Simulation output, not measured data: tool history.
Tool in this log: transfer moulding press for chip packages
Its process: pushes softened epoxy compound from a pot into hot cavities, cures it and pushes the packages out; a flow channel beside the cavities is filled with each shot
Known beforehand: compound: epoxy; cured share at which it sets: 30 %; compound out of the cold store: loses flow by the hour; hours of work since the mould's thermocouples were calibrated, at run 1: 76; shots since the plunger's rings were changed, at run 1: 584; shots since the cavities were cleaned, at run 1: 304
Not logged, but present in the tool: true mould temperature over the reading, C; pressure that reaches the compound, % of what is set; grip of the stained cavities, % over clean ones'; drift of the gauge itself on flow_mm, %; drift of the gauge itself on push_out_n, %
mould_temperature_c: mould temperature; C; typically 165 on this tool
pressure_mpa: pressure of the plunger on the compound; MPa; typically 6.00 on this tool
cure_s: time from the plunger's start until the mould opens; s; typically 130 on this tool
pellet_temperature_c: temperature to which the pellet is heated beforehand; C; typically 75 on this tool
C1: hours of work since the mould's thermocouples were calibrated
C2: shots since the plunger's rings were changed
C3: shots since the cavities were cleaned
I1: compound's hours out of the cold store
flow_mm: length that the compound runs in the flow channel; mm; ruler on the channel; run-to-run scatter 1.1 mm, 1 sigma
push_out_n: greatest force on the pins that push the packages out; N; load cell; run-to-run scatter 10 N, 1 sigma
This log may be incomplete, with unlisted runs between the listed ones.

{"run": 1, "hour": 0.0, "mould_temperature_c": 165, "pressure_mpa": 6.0, "cure_s": 130, "pellet_temperature_c": 75, "C1": 76, "C2": 584, "C3": 304, "I1": 31.1, "flow_mm": 857, "push_out_n": 627}
{"run": 2, "hour": 7.0, "mould_temperature_c": 165, "pressure_mpa": 5.05, "cure_s": 130, "pellet_temperature_c": 75, "C1": 79, "C2": 626, "C3": 346, "I1": 43.6, "flow_mm": 728, "push_out_n": 609}
{"run": 3, "hour": 12.3, "mould_temperature_c": 165, "pressure_mpa": 6.0, "cure_s": 130, "pellet_temperature_c": 75, "C1": 81, "C2": 658, "C3": 378, "I1": 43.5, "flow_mm": 794, "push_out_n": 643}
{"run": 4, "hour": 21.1, "mould_temperature_c": 165, "pressure_mpa": 6.0, "cure_s": 130, "pellet_temperature_c": 75, "C1": 85, "C2": 711, "C3": 431, "I1": 28.5, "flow_mm": 870, "push_out_n": 645}
{"run": 5, "hour": 29.4, "mould_temperature_c": 165, "pressure_mpa": 6.0, "cure_s": 130, "pellet_temperature_c": 75, "C1": 88, "C2": 761, "C3": 481, "I1": 11.3, "flow_mm": 971, "push_out_n": 697}
{"run": 6, "hour": 36.3, "mould_temperature_c": 165, "pressure_mpa": 6.0, "cure_s": 129, "pellet_temperature_c": 75, "C1": 91, "C2": 802, "C3": 522, "I1": 14.7, "flow_mm": 951, "push_out_n": 701}
{"run": 7, "hour": 40.5, "mould_temperature_c": 165, "pressure_mpa": 6.0, "cure_s": 129, "pellet_temperature_c": 75, "C1": 93, "C2": 828, "C3": 548, "I1": 47.6, "flow_mm": 776, "push_out_n": 706}
{"run": 8, "hour": 46.4, "mould_temperature_c": 165, "pressure_mpa": 6.0, "cure_s": 129, "pellet_temperature_c": 75, "C1": 95, "C2": 863, "C3": 583, "I1": 34.8, "flow_mm": 836, "push_out_n": 727}
{"run": 9, "hour": 53.6, "mould_temperature_c": 173, "pressure_mpa": 6.0, "cure_s": 130, "pellet_temperature_c": 75, "C1": 98, "C2": 907, "C3": 627, "I1": 42.0, "flow_mm": 782, "push_out_n": 655}
{"run": 10, "hour": 62.2, "mould_temperature_c": 173, "pressure_mpa": 6.0, "cure_s": 130, "pellet_temperature_c": 75, "C1": 102, "C2": 958, "C3": 678, "I1": 31.0, "flow_mm": 840, "push_out_n": 663}
{"run": 11, "hour": 71.0, "mould_temperature_c": 165, "pressure_mpa": 6.0, "cure_s": 130, "pellet_temperature_c": 75, "C1": 105, "C2": 1011, "C3": 731, "I1": 33.7, "flow_mm": 841, "push_out_n": 708}
{"run": 12, "hour": 78.7, "mould_temperature_c": 164, "pressure_mpa": 6.0, "cure_s": 130, "pellet_temperature_c": 75, "C1": 108, "C2": 1057, "C3": 777, "I1": 17.1, "flow_mm": 937, "push_out_n": 792}
{"run": 13, "hour": 84.6, "mould_temperature_c": 161, "pressure_mpa": 6.0, "cure_s": 130, "pellet_temperature_c": 75, "C1": 111, "C2": 1093, "C3": 813, "I1": 46.6, "flow_mm": 786, "push_out_n": 846}
{"run": 14, "hour": 94.0, "mould_temperature_c": 161, "pressure_mpa": 6.0, "cure_s": 130, "pellet_temperature_c": 75, "C1": 114, "C2": 1150, "C3": 870, "I1": 8.4, "flow_mm": 997, "push_out_n": 905}
{"run": 15, "hour": 103.7, "mould_temperature_c": 161, "pressure_mpa": 6.0, "cure_s": 130, "pellet_temperature_c": 75, "C1": 118, "C2": 1208, "C3": 928, "I1": 40.7, "flow_mm": 815, "push_out_n": 851}
{"run": 16, "hour": 112.1, "mould_temperature_c": 167, "pressure_mpa": 6.0, "cure_s": 161, "pellet_temperature_c": 75, "C1": 122, "C2": 1258, "C3": 978, "I1": 35.1, "flow_mm": 828, "push_out_n": 728}
{"run": 17, "hour": 118.1, "mould_temperature_c": 164, "pressure_mpa": 5.37, "cure_s": 142, "pellet_temperature_c": 75, "C1": 124, "C2": 1295, "C3": 1015, "I1": 8.4, "flow_mm": 935, "push_out_n": 789}
{"run": 18, "hour": 124.6, "mould_temperature_c": 165, "pressure_mpa": 4.84, "cure_s": 142, "pellet_temperature_c": 69, "C1": 127, "C2": 1334, "C3": 1054, "I1": 43.8, "flow_mm": 707, "push_out_n": 762}
{"run": 19, "hour": 131.9, "mould_temperature_c": 165, "pressure_mpa": 4.84, "cure_s": 142, "pellet_temperature_c": 69, "C1": 130, "C2": 1378, "C3": 1098, "I1": 27.5, "flow_mm": 783, "push_out_n": 765}
{"hour": 133.9, "done": "cavities cleaned with cleaning compound and waxed"}
{"run": 20, "hour": 139.7, "mould_temperature_c": 165, "pressure_mpa": 4.84, "cure_s": 142, "pellet_temperature_c": 69, "C1": 132, "C2": 1416, "C3": 35, "I1": 22.4, "flow_mm": 809, "push_out_n": 484}
{"run": 21, "hour": 146.4, "mould_temperature_c": 165, "pressure_mpa": 6.75, "cure_s": 168, "pellet_temperature_c": 75, "C1": 135, "C2": 1456, "C3": 75, "I1": 8.7, "flow_mm": 1042, "push_out_n": 496}
{"run": 22, "hour": 153.6, "mould_temperature_c": 165, "pressure_mpa": 6.75, "cure_s": 168, "pellet_temperature_c": 75, "C1": 138, "C2": 1500, "C3": 119, "I1": 13.0, "flow_mm": 1011, "push_out_n": 513}
{"run": 23, "hour": 159.9, "mould_temperature_c": 169, "pressure_mpa": 7.05, "cure_s": 168, "pellet_temperature_c": 75, "C1": 140, "C2": 1538, "C3": 157, "I1": 41.9, "flow_mm": 855, "push_out_n": 511}
{"run": 24, "hour": 166.3, "mould_temperature_c": 165, "pressure_mpa": 5.18, "cure_s": 130, "pellet_temperature_c": 75, "C1": 143, "C2": 1576, "C3": 195, "I1": 33.3, "flow_mm": 779, "push_out_n": 569}
{"run": 25, "hour": 170.4, "mould_temperature_c": 157, "pressure_mpa": 6.0, "cure_s": 158, "pellet_temperature_c": 75, "C1": 144, "C2": 1601, "C3": 220, "I1": 31.2, "flow_mm": 871, "push_out_n": 600}
{"run": 26, "hour": 179.3, "mould_temperature_c": 166, "pressure_mpa": 6.0, "cure_s": 162, "pellet_temperature_c": 72, "C1": 148, "C2": 1654, "C3": 273, "I1": 24.8, "flow_mm": 882, "push_out_n": 556}
{"run": 27, "hour": 184.2, "mould_temperature_c": 166, "pressure_mpa": 6.0, "cure_s": 162, "pellet_temperature_c": 72, "C1": 150, "C2": 1684, "C3": 303, "I1": 46.6, "flow_mm": 771, "push_out_n": 586}
{"run": 28, "hour": 189.2, "mould_temperature_c": 166, "pressure_mpa": 6.0, "cure_s": 162, "pellet_temperature_c": 72, "C1": 152, "C2": 1714, "C3": 333, "I1": 10.8, "flow_mm": 963, "push_out_n": 605}

Predict each of these 3 candidate next runs independently; none follows another, all start after run 28:
{"run": "A", "hour": 194.6, "mould_temperature_c": 165, "pressure_mpa": 5.46, "cure_s": 149, "pellet_temperature_c": 83, "C1": 154, "C2": 1746, "C3": 365, "I1": 33.2, "flow_mm": "?", "push_out_n": "?"}
{"run": "B", "hour": 194.6, "mould_temperature_c": 162, "pressure_mpa": 7.26, "cure_s": 153, "pellet_temperature_c": 72, "C1": 154, "C2": 1746, "C3": 365, "I1": 11.9, "flow_mm": "?", "push_out_n": "?"}
{"run": "C", "hour": 194.6, "mould_temperature_c": 169, "pressure_mpa": 6.78, "cure_s": 139, "pellet_temperature_c": 75, "C1": 154, "C2": 1746, "C3": 365, "I1": 32.6, "flow_mm": "?", "push_out_n": "?"}

run=A flow_mm=800 push_out_n=618
run=B flow_mm=1065 push_out_n=615
run=C flow_mm=886 push_out_n=605
Without the tool's unlogged condition, the same runs would have read:
run=A flow_mm=811 push_out_n=452
run=B flow_mm=1080 push_out_n=449
run=C flow_mm=898 push_out_n=441
